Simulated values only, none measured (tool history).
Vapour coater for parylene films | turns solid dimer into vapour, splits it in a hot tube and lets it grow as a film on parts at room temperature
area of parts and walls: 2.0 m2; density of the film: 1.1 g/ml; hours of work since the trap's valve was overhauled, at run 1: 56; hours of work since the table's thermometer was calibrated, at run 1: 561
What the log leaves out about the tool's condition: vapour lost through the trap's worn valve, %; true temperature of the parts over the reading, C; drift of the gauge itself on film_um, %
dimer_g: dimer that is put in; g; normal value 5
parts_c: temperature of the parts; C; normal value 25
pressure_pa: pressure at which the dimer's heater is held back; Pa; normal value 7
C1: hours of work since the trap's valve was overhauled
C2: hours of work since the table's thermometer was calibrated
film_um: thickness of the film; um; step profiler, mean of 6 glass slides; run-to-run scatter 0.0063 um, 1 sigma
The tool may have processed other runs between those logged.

Run 1, hour 0: usual settings; C1 56; C2 561. Result: film_um 1.497 um.
Run 2, hour 48.9: usual settings; C1 85; C2 590. Result: film_um 1.502 um.
Run 3, hour 101.6: usual settings but pressure_pa 4.57 Pa; C1 115; C2 620. Result: film_um 1.539 um.
Run 4, hour 164.8: usual settings but pressure_pa 4.57 Pa; C1 152; C2 657. Result: film_um 1.534 um.
Run 5, hour 197.7: usual settings but pressure_pa 4.57 Pa; C1 171; C2 676. Result: film_um 1.539 um.
Run 6, hour 251.9: usual settings but pressure_pa 4.57 Pa; C1 203; C2 708. Result: film_um 1.518 um.
At hour 257: table's thermometer calibrated.
Run 7, hour 298.4: usual settings but parts_c 33 C; C1 229; C2 24. Result: film_um 1.087 um.
Run 8, hour 344.5: usual settings; C1 256; C2 51. Result: film_um 1.462 um.
Run 9, hour 387.3: usual settings but parts_c 17 C, pressure_pa 6.3 Pa; C1 281; C2 76. Result: film_um 1.982 um.
Run 10, hour 440.1: usual settings but dimer_g 7 g, parts_c 19 C, pressure_pa 2.48 Pa; C1 312; C2 106. Result: film_um 2.798 um.
At hour 446: table's thermometer calibrated, once more.
Run 11, hour 508.5: usual settings but dimer_g 7 g, parts_c 19 C, pressure_pa 2.48 Pa; C1 351; C2 36. Result: film_um 2.714 um.
At hour 518: trap's valve overhauled.
Run 12, hour 564.9: usual settings but parts_c 17 C, pressure_pa 7.56 Pa; C1 27; C2 67. Result: film_um 2.003 um.
Run 13, hour 616.6: usual settings but dimer_g 8 g, parts_c 27 C, pressure_pa 5.24 Pa; C1 57; C2 97. Result: film_um 2.251 um.
Run 14, hour 684.1: usual settings but dimer_g 8 g, parts_c 27 C, pressure_pa 5.24 Pa; C1 97; C2 136. Result: film_um 2.226 um.
Run 15, hour 743.4: usual settings but dimer_g 8 g, parts_c 27 C, pressure_pa 5.24 Pa; C1 131; C2 171. Result: film_um 2.218 um.

Expected results for the next run?
Run 16, hour 779.8: usual settings but parts_c 23 C; C1 152; C2 192. Result: film_um ?.

film_um: 1.575 um
The same run, on a tool lacking any hidden state, would have yielded film_um 1.618 um.
